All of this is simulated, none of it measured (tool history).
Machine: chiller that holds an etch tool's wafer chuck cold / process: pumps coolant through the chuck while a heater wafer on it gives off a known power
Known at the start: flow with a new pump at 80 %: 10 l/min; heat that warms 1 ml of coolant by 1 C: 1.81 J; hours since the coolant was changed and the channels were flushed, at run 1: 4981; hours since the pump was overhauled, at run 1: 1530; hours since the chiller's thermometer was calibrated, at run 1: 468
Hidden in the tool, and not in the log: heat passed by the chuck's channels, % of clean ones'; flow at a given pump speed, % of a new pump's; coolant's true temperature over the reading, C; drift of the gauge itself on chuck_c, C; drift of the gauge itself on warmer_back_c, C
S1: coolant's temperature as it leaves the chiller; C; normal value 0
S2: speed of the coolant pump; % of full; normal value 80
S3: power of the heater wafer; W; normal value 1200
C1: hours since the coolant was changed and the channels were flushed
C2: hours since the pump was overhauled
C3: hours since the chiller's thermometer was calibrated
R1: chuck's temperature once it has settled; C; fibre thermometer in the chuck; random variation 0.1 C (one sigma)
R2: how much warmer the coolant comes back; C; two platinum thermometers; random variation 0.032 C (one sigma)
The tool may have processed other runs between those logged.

Run 1, hour 0: usual settings; C1 4981; C2 1530; C3 468. Result: R1 11.7 C, R2 3.97 C.
Run 2, hour 60.6: usual settings; C1 5042; C2 1590; C3 528. Result: R1 11.6 C, R2 3.94 C.
Run 3, hour 130.3: usual settings; C1 5112; C2 1660; C3 598. Result: R1 11.5 C, R2 3.92 C.
Run 4, hour 182.7: usual settings; C1 5164; C2 1712; C3 650. Result: R1 11.7 C, R2 3.9 C.
Run 5, hour 245.8: usual settings; C1 5227; C2 1775; C3 713. Result: R1 11.6 C, R2 3.88 C.
Run 6, hour 309.1: usual settings; C1 5291; C2 1839; C3 777. Result: R1 11.6 C, R2 3.88 C.
Run 7, hour 395.7: usual settings; C1 5377; C2 1925; C3 863. Result: R1 11.6 C, R2 3.86 C.
Run 8, hour 464.8: usual settings; C1 5446; C2 1994; C3 932. Result: R1 11.4 C, R2 3.77 C.
Run 9, hour 514.3: usual settings; C1 5496; C2 2044; C3 982. Result: R1 11.5 C, R2 3.76 C.
Run 10, hour 588.7: usual settings but S1 -3 C; C1 5570; C2 2118; C3 1056. Result: R1 8.6 C, R2 3.82 C.
Run 11, hour 667: usual settings but S1 -3 C; C1 5648; C2 2197; C3 1135. Result: R1 8.5 C, R2 3.69 C.
Run 12, hour 752.1: usual settings but S1 -3 C; C1 5733; C2 2282; C3 1220. Result: R1 8.5 C, R2 3.66 C.
Run 13, hour 809.6: usual settings but S1 -3 C; C1 5791; C2 2339; C3 1277. Result: R1 8.5 C, R2 3.72 C.
Run 14, hour 848.2: usual settings but S3 925 W; C1 5830; C2 2378; C3 1316. Result: R1 8.7 C, R2 2.75 C.
At hour 873: gauge calibrated.
Run 15, hour 933.8: usual settings but S2 75 % of full; C1 5915; C2 2463; C3 1401. Result: R1 12.1 C, R2 4.18 C.
Run 16, hour 995.7: usual settings but S2 75 % of full; C1 5977; C2 2525; C3 1463. Result: R1 11.9 C, R2 4.18 C.
Run 17, hour 1040.6: usual settings but S2 66 % of full, S3 1554 W; C1 6022; C2 2570; C3 1508. Result: R1 17 C, R2 6.26 C.
Run 18, hour 1113.6: usual settings but S1 4 C, S2 66 % of full, S3 1661 W; C1 6095; C2 2643; C3 1581. Result: R1 22.2 C, R2 6.65 C.
Run 19, hour 1197.7: usual settings but S1 1 C, S2 94 % of full, S3 1011 W; C1 6179; C2 2727; C3 1665. Result: R1 9.6 C, R2 2.73 C.
Run 20, hour 1246.4: usual settings but S1 1 C, S2 94 % of full, S3 1011 W; C1 6228; C2 2776; C3 1714. Result: R1 9.8 C, R2 2.71 C.

Run 21 is up next; what results do you expect?
Run 21, hour 1319.5: usual settings but S1 -4 C, S3 942 W; C1 6301; C2 2849; C3 1787. Result: R1 ?, R2 ?.

Run 21 gave R1 4.9 C, R2 3.02 C.
If the tool had no hidden condition, the same run with the same run-to-run variation would have returned R1 4.9 C, R2 3.18 C.
